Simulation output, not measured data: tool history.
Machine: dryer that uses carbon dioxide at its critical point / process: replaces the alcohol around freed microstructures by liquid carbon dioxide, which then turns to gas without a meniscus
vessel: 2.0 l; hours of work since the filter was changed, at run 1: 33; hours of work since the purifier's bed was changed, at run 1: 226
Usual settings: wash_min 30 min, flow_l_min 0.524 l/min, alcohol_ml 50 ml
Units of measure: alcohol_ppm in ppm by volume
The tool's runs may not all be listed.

| run | hour | wash_min | flow_l_min | alcohol_ml | hours of work since the filter was changed | hours of work since the purifier's bed was changed | alcohol_ppm |
|---|---|---|---|---|---|---|---|
| 1 | 0 | 30 | 0.524 | 50 | 33 | 226 | 54 |
| 2 | 9.1 | 30 | 0.524 | 50 | 38 | 232 | 57 |
| 3 | 23.2 | 30 | 0.524 | 50 | 48 | 241 | 61 |
| 4 | 38.3 | 23 | 0.524 | 50 | 58 | 251 | 138 |
| 5 | 46.3 | 31 | 0.524 | 50 | 63 | 256 | 63 |
| 6 | 52.6 | 30 | 0.524 | 50 | 67 | 260 | 66 |
| 7 | 63.7 | 31 | 0.524 | 50 | 74 | 268 | 59 |
| 8 | 71.6 | 31 | 0.421 | 33 | 79 | 273 | 92 |
| 9 | 86.6 | 45 | 0.496 | 56 | 89 | 283 | 49 |
| 10 | 98 | 33 | 0.72 | 44 | 96 | 290 | 58 |
| 11 | 106.6 | 32 | 0.656 | 23 | 102 | 296 | 57 |

3 ways to go on from here, each from the tool as it stands after run 11. What would each give?
| A | 114.9 | 35 | 0.782 | 88 | 107 | 301 | ? |
| B | 114.9 | 25 | 0.656 | 23 | 107 | 301 | ? |
| C | 114.9 | 27 | 0.524 | 24 | 107 | 301 | ? |

| run | alcohol_ppm |
|---|---|
| A | 54 |
| B | 60 |
| C | 72 |
Without the tool's hidden state the same runs would have given:
| run | alcohol_ppm |
|---|---|
| A | 7 |
| B | 10 |
| C | 15 |
